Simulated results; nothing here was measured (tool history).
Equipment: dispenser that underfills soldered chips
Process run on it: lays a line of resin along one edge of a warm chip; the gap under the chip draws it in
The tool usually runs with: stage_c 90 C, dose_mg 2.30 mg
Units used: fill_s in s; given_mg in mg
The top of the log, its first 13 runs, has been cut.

-- hour=61.8 new syringe of resin
run 14 hour=64.9 | stage_c=98 dose_mg=2.30 | fill_s=38.8 given_mg=2.228
run 15 hour=72.1 | stage_c=98 dose_mg=2.30 | fill_s=54.9 given_mg=2.235
-- hour=76.9 new syringe of resin
run 16 hour=78.5 | stage_c=90 dose_mg=2.30 | fill_s=48.0 given_mg=2.237
run 17 hour=82.9 | stage_c=90 dose_mg=2.30 | fill_s=57.9 given_mg=2.227
run 18 hour=86.7 | stage_c=90 dose_mg=2.30 | fill_s=68.2 given_mg=2.228
run 19 hour=90.7 | stage_c=81 dose_mg=2.02 | fill_s=111.5 given_mg=1.954
-- hour=92.0 new syringe of resin
run 20 hour=95.6 | stage_c=81 dose_mg=2.02 | fill_s=71.1 given_mg=1.956
run 21 hour=99.9 | stage_c=91 dose_mg=2.08 | fill_s=62.9 given_mg=2.014
run 22 hour=103.5 | stage_c=91 dose_mg=2.08 | fill_s=73.0 given_mg=2.014
-- hour=107.0 new syringe of resin
run 23 hour=107.5 | stage_c=94 dose_mg=2.08 | fill_s=41.4 given_mg=2.006
run 24 hour=113.6 | stage_c=82 dose_mg=2.50 | fill_s=76.1 given_mg=2.404
run 25 hour=118.2 | stage_c=93 dose_mg=2.76 | fill_s=67.7 given_mg=2.657
-- hour=122.3 new syringe of resin
run 26 hour=125.3 | stage_c=93 dose_mg=2.76 | fill_s=45.0 given_mg=2.644
run 27 hour=128.6 | stage_c=92 dose_mg=2.07 | fill_s=56.0 given_mg=1.976
run 28 hour=131.9 | stage_c=92 dose_mg=2.07 | fill_s=64.1 given_mg=1.990
-- hour=137.6 new syringe of resin
run 29 hour=138.2 | stage_c=92 dose_mg=2.07 | fill_s=43.0 given_mg=1.972
run 30 hour=143.3 | stage_c=80 dose_mg=2.81 | fill_s=77.2 given_mg=2.685
run 31 hour=146.7 | stage_c=93 dose_mg=2.71 | fill_s=58.6 given_mg=2.588
-- hour=152.5 new syringe of resin
run 32 hour=153.2 | stage_c=99 dose_mg=2.30 | fill_s=34.7 given_mg=2.200
run 33 hour=160.2 | stage_c=99 dose_mg=2.30 | fill_s=48.1 given_mg=2.190
-- hour=162.0 dispensing valve cleaned and set on the balance
run 34 hour=166.1 | stage_c=99 dose_mg=2.30 | fill_s=58.1 given_mg=2.299
-- hour=168.8 new syringe of resin
run 35 hour=171.0 | stage_c=82 dose_mg=2.59 | fill_s=64.2 given_mg=2.580
run 36 hour=175.3 | stage_c=76 dose_mg=2.47 | fill_s=96.2 given_mg=2.455

4 options for the next run, each taken on its own from the tool as it stands now. Forecast them:
run A hour=179.1 | stage_c=99 dose_mg=2.30 | fill_s=? given_mg=?
run B hour=179.1 | stage_c=93 dose_mg=2.44 | fill_s=? given_mg=?
run C hour=179.1 | stage_c=96 dose_mg=2.77 | fill_s=? given_mg=?
run D hour=179.1 | stage_c=94 dose_mg=2.96 | fill_s=? given_mg=?

run=A fill_s=54.9 given_mg=2.293
run=B fill_s=66.1 given_mg=2.440
run=C fill_s=58.2 given_mg=2.766
run=D fill_s=62.2 given_mg=2.947
What these runs would have given with no unlogged condition in the tool:
run=A fill_s=32.9 given_mg=2.299
run=B fill_s=39.8 given_mg=2.447
run=C fill_s=34.8 given_mg=2.773
run=D fill_s=37.4 given_mg=2.955
